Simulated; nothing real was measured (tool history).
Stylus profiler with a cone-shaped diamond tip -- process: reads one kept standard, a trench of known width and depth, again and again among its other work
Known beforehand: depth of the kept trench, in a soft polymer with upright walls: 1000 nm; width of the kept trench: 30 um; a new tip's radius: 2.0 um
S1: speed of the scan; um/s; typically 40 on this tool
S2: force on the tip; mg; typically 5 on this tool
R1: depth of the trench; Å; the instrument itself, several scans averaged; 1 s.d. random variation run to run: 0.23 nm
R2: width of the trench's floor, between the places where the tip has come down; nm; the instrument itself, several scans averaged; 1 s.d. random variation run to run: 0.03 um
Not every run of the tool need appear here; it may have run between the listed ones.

| run | day | S1 | S2 | R1 | R2 |
|---|---|---|---|---|---|
| 1 | 0 | 40 | 5 | 10277 | 26270 |
| 2 | 1.933 | 69 | 5 | 10276.9 | 26150 |
| 3 | 4.283 | 12 | 5 | 10280.4 | 26130 |
| 4 | 5.808 | 12 | 5 | 10277.3 | 26020 |
| 5 | 7.408 | 40 | 5 | 10279.6 | 25960 |
| 6 | 9.096 | 40 | 5 | 10282.6 | 25820 |
| 7 | 11.25 | 40 | 2.53 | 10181.8 | 25720 |
| 8 | 13.092 | 40 | 2.53 | 10179.9 | 25600 |
| 9 | 14.275 | 40 | 5 | 10280.5 | 25620 |
| 10 | 16.788 | 40 | 5 | 10281.8 | 25490 |
| 11 | 19.154 | 40 | 5 | 10283.7 | 25430 |
| 12 | 21.45 | 40 | 5 | 10286.9 | 25320 |
| 13 | 23.212 | 40 | 10.98 | 10472.4 | 25290 |
| 14 | 25.642 | 40 | 10.98 | 10480.6 | 25200 |
|  | 25.871 | height scale calibrated on a step standard |
| 15 | 28.179 | 13 | 5 | 10299.7 | 25140 |
| 16 | 30.221 | 40 | 3 | 10222.1 | 24980 |
|  | 32.004 | height scale calibrated on a step standard, once more |
| 17 | 32.142 | 40 | 3 | 10187.2 | 24870 |
| 18 | 33.333 | 40 | 8.72 | 10388.9 | 24920 |
| 19 | 34.446 | 50 | 2.59 | 10171 | 24740 |
| 20 | 36.262 | 15 | 6.56 | 10323.2 | 24770 |
| 21 | 38.746 | 15 | 6.56 | 10324.4 | 24740 |
| 22 | 41.217 | 15 | 6.56 | 10323.3 | 24640 |
| 23 | 42.746 | 10 | 2.47 | 10164.6 | 24570 |
| 24 | 43.842 | 107 | 5.27 | 10281.4 | 24320 |
| 25 | 45.367 | 40 | 13.33 | 10525.9 | 24450 |
| 26 | 47.175 | 40 | 13.33 | 10527.5 | 24370 |
| 27 | 48.717 | 42 | 7.36 | 10357.6 | 24370 |
|  | 50.446 | new tip fitted, height scale calibrated |
| 28 | 51.262 | 42 | 7.36 | 10352.8 | 26390 |
| 29 | 52.612 | 59 | 5 | 10273.7 | 26280 |
| 30 | 54.042 | 44 | 10.48 | 10448.4 | 26280 |
| 31 | 55.746 | 101 | 5 | 10273.4 | 25990 |
| 32 | 57.5 | 101 | 5 | 10272.2 | 25950 |
| 33 | 59.738 | 101 | 5 | 10271.9 | 25900 |
| 34 | 62.142 | 101 | 5 | 10275.1 | 25740 |
| 35 | 64.338 | 40 | 7.58 | 10364.6 | 25780 |

Forecast each of these 5 alternatives for the next run:
| A | 66.933 | 106 | 2.32 | ? | ? |
| B | 66.933 | 40 | 2.21 | ? | ? |
| C | 66.933 | 79 | 2.87 | ? | ? |
| D | 66.933 | 40 | 2.81 | ? | ? |
| E | 66.933 | 17 | 5 | ? | ? |

| run | R1 | R2 |
|---|---|---|
| A | 10166.2 | 25360 |
| B | 10163.5 | 25620 |
| C | 10192.7 | 25550 |
| D | 10190.2 | 25560 |
| E | 10280.2 | 25690 |
Without the tool's unlogged condition, the same runs would have read:
| run | R1 | R2 |
|---|---|---|
| A | 10158.8 | 26170 |
| B | 10156.1 | 26430 |
| C | 10185.3 | 26360 |
| D | 10182.8 | 26370 |
| E | 10272.7 | 26500 |

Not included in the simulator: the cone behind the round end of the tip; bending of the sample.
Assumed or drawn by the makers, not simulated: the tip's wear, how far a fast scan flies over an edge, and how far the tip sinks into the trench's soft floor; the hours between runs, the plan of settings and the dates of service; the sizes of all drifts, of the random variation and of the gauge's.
